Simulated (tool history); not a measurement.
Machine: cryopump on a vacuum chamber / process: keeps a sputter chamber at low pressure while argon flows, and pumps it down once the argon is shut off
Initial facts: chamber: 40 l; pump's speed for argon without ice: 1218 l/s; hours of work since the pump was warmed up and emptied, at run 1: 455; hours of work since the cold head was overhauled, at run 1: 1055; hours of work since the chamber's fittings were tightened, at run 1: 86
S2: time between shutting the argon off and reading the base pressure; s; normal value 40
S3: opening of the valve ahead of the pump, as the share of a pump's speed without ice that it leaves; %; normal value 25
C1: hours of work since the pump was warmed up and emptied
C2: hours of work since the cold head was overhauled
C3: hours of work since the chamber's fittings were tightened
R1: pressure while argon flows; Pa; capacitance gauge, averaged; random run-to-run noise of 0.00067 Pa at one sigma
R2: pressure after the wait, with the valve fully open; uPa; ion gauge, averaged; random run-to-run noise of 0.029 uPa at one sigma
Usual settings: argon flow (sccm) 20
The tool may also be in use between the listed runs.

{"run": 1, "hour": 0.0, "argon flow (sccm)": 20, "S2": 40, "S3": 25, "C1": 455, "C2": 1055, "C3": 86, "R1": 0.1163, "R2": 1.62}
{"run": 2, "hour": 26.3, "argon flow (sccm)": 20, "S2": 40, "S3": 25, "C1": 474, "C2": 1074, "C3": 105, "R1": 0.1181, "R2": 1.68}
{"run": 3, "hour": 57.6, "argon flow (sccm)": 20, "S2": 40, "S3": 25, "C1": 497, "C2": 1096, "C3": 128, "R1": 0.118, "R2": 1.76}
{"run": 4, "hour": 85.6, "argon flow (sccm)": 20, "S2": 40, "S3": 25, "C1": 517, "C2": 1117, "C3": 148, "R1": 0.1188, "R2": 1.66}
{"run": 5, "hour": 114.2, "argon flow (sccm)": 20, "S2": 40, "S3": 25, "C1": 538, "C2": 1137, "C3": 169, "R1": 0.119, "R2": 1.7}
{"run": 6, "hour": 146.7, "argon flow (sccm)": 20, "S2": 40, "S3": 25, "C1": 562, "C2": 1161, "C3": 193, "R1": 0.1189, "R2": 1.75}
{"run": 7, "hour": 162.1, "argon flow (sccm)": 20, "S2": 45, "S3": 25, "C1": 573, "C2": 1172, "C3": 204, "R1": 0.1184, "R2": 1.65}
{"hour": 197.9, "done": "pump warmed up, emptied and cooled again"}
{"run": 8, "hour": 202.4, "argon flow (sccm)": 20, "S2": 45, "S3": 25, "C1": 3, "C2": 1198, "C3": 229, "R1": 0.1112, "R2": 1.5}
{"run": 9, "hour": 231.6, "argon flow (sccm)": 20, "S2": 45, "S3": 25, "C1": 24, "C2": 1219, "C3": 250, "R1": 0.1115, "R2": 1.6}
{"run": 10, "hour": 259.0, "argon flow (sccm)": 20, "S2": 45, "S3": 25, "C1": 44, "C2": 1239, "C3": 270, "R1": 0.1115, "R2": 1.48}
{"run": 11, "hour": 278.3, "argon flow (sccm)": 20, "S2": 45, "S3": 25, "C1": 58, "C2": 1252, "C3": 284, "R1": 0.1121, "R2": 1.58}
{"run": 12, "hour": 298.3, "argon flow (sccm)": 20, "S2": 45, "S3": 25, "C1": 73, "C2": 1267, "C3": 299, "R1": 0.112, "R2": 1.62}
{"run": 13, "hour": 330.8, "argon flow (sccm)": 20, "S2": 40, "S3": 58, "C1": 96, "C2": 1290, "C3": 322, "R1": 0.0499, "R2": 1.75}
{"run": 14, "hour": 366.5, "argon flow (sccm)": 20, "S2": 40, "S3": 58, "C1": 122, "C2": 1316, "C3": 348, "R1": 0.0494, "R2": 1.78}
{"run": 15, "hour": 385.1, "argon flow (sccm)": 37, "S2": 40, "S3": 25, "C1": 136, "C2": 1330, "C3": 362, "R1": 0.209, "R2": 1.76}
{"run": 16, "hour": 411.1, "argon flow (sccm)": 36, "S2": 40, "S3": 25, "C1": 154, "C2": 1349, "C3": 380, "R1": 0.2037, "R2": 1.8}
{"run": 17, "hour": 445.0, "argon flow (sccm)": 20, "S2": 40, "S3": 28, "C1": 179, "C2": 1373, "C3": 405, "R1": 0.1013, "R2": 1.8}
{"run": 18, "hour": 473.3, "argon flow (sccm)": 23, "S2": 36, "S3": 22, "C1": 199, "C2": 1394, "C3": 425, "R1": 0.1478, "R2": 2.03}
{"run": 19, "hour": 502.6, "argon flow (sccm)": 23, "S2": 36, "S3": 22, "C1": 221, "C2": 1415, "C3": 447, "R1": 0.149, "R2": 2.08}
{"run": 20, "hour": 533.9, "argon flow (sccm)": 17, "S2": 26, "S3": 22, "C1": 243, "C2": 1438, "C3": 469, "R1": 0.1084, "R2": 2.61}
{"run": 21, "hour": 554.2, "argon flow (sccm)": 37, "S2": 37, "S3": 24, "C1": 258, "C2": 1452, "C3": 484, "R1": 0.22, "R2": 2.08}
{"run": 22, "hour": 574.6, "argon flow (sccm)": 21, "S2": 37, "S3": 24, "C1": 273, "C2": 1467, "C3": 499, "R1": 0.1244, "R2": 2.06}
{"run": 23, "hour": 606.1, "argon flow (sccm)": 9, "S2": 82, "S3": 24, "C1": 296, "C2": 1490, "C3": 522, "R1": 0.0537, "R2": 1.34}
{"run": 24, "hour": 631.8, "argon flow (sccm)": 18, "S2": 36, "S3": 50, "C1": 314, "C2": 1509, "C3": 540, "R1": 0.0536, "R2": 2.17}
{"run": 25, "hour": 659.5, "argon flow (sccm)": 18, "S2": 36, "S3": 50, "C1": 334, "C2": 1529, "C3": 560, "R1": 0.054, "R2": 2.16}
{"run": 26, "hour": 677.4, "argon flow (sccm)": 18, "S2": 36, "S3": 50, "C1": 347, "C2": 1542, "C3": 573, "R1": 0.0543, "R2": 2.16}
{"run": 27, "hour": 708.8, "argon flow (sccm)": 20, "S2": 106, "S3": 39, "C1": 370, "C2": 1564, "C3": 596, "R1": 0.0768, "R2": 1.31}
{"run": 28, "hour": 733.3, "argon flow (sccm)": 11, "S2": 29, "S3": 18, "C1": 388, "C2": 1582, "C3": 614, "R1": 0.088, "R2": 2.54}
{"run": 29, "hour": 766.4, "argon flow (sccm)": 11, "S2": 29, "S3": 18, "C1": 412, "C2": 1606, "C3": 638, "R1": 0.0874, "R2": 2.59}
{"run": 30, "hour": 789.1, "argon flow (sccm)": 11, "S2": 29, "S3": 18, "C1": 428, "C2": 1623, "C3": 654, "R1": 0.0878, "R2": 2.65}
{"run": 31, "hour": 813.1, "argon flow (sccm)": 11, "S2": 29, "S3": 18, "C1": 446, "C2": 1640, "C3": 672, "R1": 0.0878, "R2": 2.61}
{"run": 32, "hour": 835.5, "argon flow (sccm)": 11, "S2": 29, "S3": 55, "C1": 462, "C2": 1656, "C3": 688, "R1": 0.0325, "R2": 2.64}
{"run": 33, "hour": 853.2, "argon flow (sccm)": 9, "S2": 29, "S3": 45, "C1": 475, "C2": 1669, "C3": 701, "R1": 0.0296, "R2": 2.66}
{"run": 34, "hour": 876.0, "argon flow (sccm)": 9, "S2": 29, "S3": 45, "C1": 491, "C2": 1685, "C3": 717, "R1": 0.0314, "R2": 2.66}

Forecast each of these 4 alternatives for the next run:
{"run": "A", "hour": 908.9, "argon flow (sccm)": 20, "S2": 96, "S3": 60, "C1": 515, "C2": 1709, "C3": 741, "R1": "?", "R2": "?"}
{"run": "B", "hour": 908.9, "argon flow (sccm)": 9, "S2": 22, "S3": 42, "C1": 515, "C2": 1709, "C3": 741, "R1": "?", "R2": "?"}
{"run": "C", "hour": 908.9, "argon flow (sccm)": 9, "S2": 29, "S3": 26, "C1": 515, "C2": 1709, "C3": 741, "R1": "?", "R2": "?"}
{"run": "D", "hour": 908.9, "argon flow (sccm)": 11, "S2": 111, "S3": 25, "C1": 515, "C2": 1709, "C3": 741, "R1": "?", "R2": "?"}

run=A R1=0.0529 R2=1.59
run=B R1=0.0319 R2=3.18
run=C R1=0.0508 R2=2.74
run=D R1=0.0655 R2=1.52
Without the tool's unlogged condition, the same runs would have read:
run=A R1=0.046 R2=0.76
run=B R1=0.0288 R2=2.35
run=C R1=0.0477 R2=1.9
run=D R1=0.0617 R2=0.68
